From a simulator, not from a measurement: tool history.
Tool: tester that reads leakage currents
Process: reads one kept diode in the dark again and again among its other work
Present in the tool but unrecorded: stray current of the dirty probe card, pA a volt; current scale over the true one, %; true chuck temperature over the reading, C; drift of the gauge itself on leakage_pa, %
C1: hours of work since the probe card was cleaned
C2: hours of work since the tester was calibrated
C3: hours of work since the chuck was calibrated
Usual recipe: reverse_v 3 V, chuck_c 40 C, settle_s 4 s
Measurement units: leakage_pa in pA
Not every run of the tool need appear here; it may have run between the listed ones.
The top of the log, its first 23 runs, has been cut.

Run 24, hour 701: usual settings but reverse_v 4.7 V, settle_s 0.79 s; C1 1691; C2 180; C3 1646. Result: leakage_pa 160.53 pA.
Run 25, hour 721.1: usual settings but reverse_v 1.72 V, settle_s 0.79 s; C1 1706; C2 195; C3 1661. Result: leakage_pa 115.98 pA.
Run 26, hour 757.7: usual settings but chuck_c 58 C; C1 1733; C2 223; C3 1688. Result: leakage_pa 551.68 pA.
Run 27, hour 794.9: usual settings but chuck_c 58 C; C1 1760; C2 250; C3 1716. Result: leakage_pa 551.7 pA.
Run 28, hour 819.1: usual settings but reverse_v 9.9 V, settle_s 1.12 s; C1 1778; C2 268; C3 1734. Result: leakage_pa 206.09 pA.
Run 29, hour 852.2: usual settings but reverse_v 1.17 V, chuck_c 35 C, settle_s 8.08 s; C1 1803; C2 293; C3 1759. Result: leakage_pa 67.96 pA.
Run 30, hour 891.2: usual settings but reverse_v 1.17 V, chuck_c 35 C, settle_s 8.08 s; C1 1832; C2 322; C3 1788. Result: leakage_pa 67.99 pA.
Run 31, hour 931.5: usual settings but reverse_v 1.01 V, settle_s 2.4 s; C1 1862; C2 352; C3 1818. Result: leakage_pa 98.18 pA.
Run 32, hour 960.3: usual settings but reverse_v 2.02 V, chuck_c 38 C, settle_s 1.65 s; C1 1883; C2 373; C3 1839. Result: leakage_pa 104.82 pA.
Run 33, hour 994.7: usual settings but reverse_v 5.11 V, settle_s 0.59 s; C1 1909; C2 399; C3 1864. Result: leakage_pa 167.06 pA.
At hour 1014.4: chuck's temperature calibrated.
Run 34, hour 1017.6: usual settings but chuck_c 38 C, settle_s 0.34 s; C1 1924; C2 414; C3 2. Result: leakage_pa 108.36 pA.
Run 35, hour 1046.2: usual settings but reverse_v 8.3 V, chuck_c 20 C; C1 1946; C2 435; C3 24. Result: leakage_pa 35.66 pA.
Run 36, hour 1066.2: usual settings but reverse_v 1.77 V, chuck_c 36 C, settle_s 9.54 s; C1 1960; C2 450; C3 38. Result: leakage_pa 76.51 pA.
Run 37, hour 1090.8: usual settings but chuck_c 52 C; C1 1979; C2 468; C3 57. Result: leakage_pa 323.29 pA.
Run 38, hour 1115.5: usual settings but chuck_c 52 C; C1 1997; C2 487; C3 75. Result: leakage_pa 325.1 pA.
Run 39, hour 1153: usual settings but chuck_c 52 C; C1 2025; C2 515; C3 103. Result: leakage_pa 325.95 pA.

Consider 5 possible next runs. They are alternatives, not a sequence: every one starts from the tool as it was left by run 39. What does each give?
Run A, hour 1193.6: usual settings but chuck_c 28 C; C1 2055; C2 545; C3 133. Result: leakage_pa ?.
Run B, hour 1193.6: usual settings but reverse_v 5.14 V, chuck_c 52 C, settle_s 2.16 s; C1 2055; C2 545; C3 133. Result: leakage_pa ?.
Run C, hour 1193.6: usual settings but reverse_v 18.2 V, chuck_c 49 C, settle_s 0.6 s; C1 2055; C2 545; C3 133. Result: leakage_pa ?.
Run D, hour 1193.6: usual settings but chuck_c 21 C, settle_s 6.32 s; C1 2055; C2 545; C3 133. Result: leakage_pa ?.
Run E, hour 1193.6: usual settings but chuck_c 26 C; C1 2055; C2 545; C3 133. Result: leakage_pa ?.

run  leakage_pa
  A       46.64
  B      384.36
  C      467.87
  D       25.94
  E       39.71
Had the tool no hidden state, the same runs would have come out as:
run  leakage_pa
  A        44.3
  B      379.64
  C      453.37
  D       23.65
  E       37.37

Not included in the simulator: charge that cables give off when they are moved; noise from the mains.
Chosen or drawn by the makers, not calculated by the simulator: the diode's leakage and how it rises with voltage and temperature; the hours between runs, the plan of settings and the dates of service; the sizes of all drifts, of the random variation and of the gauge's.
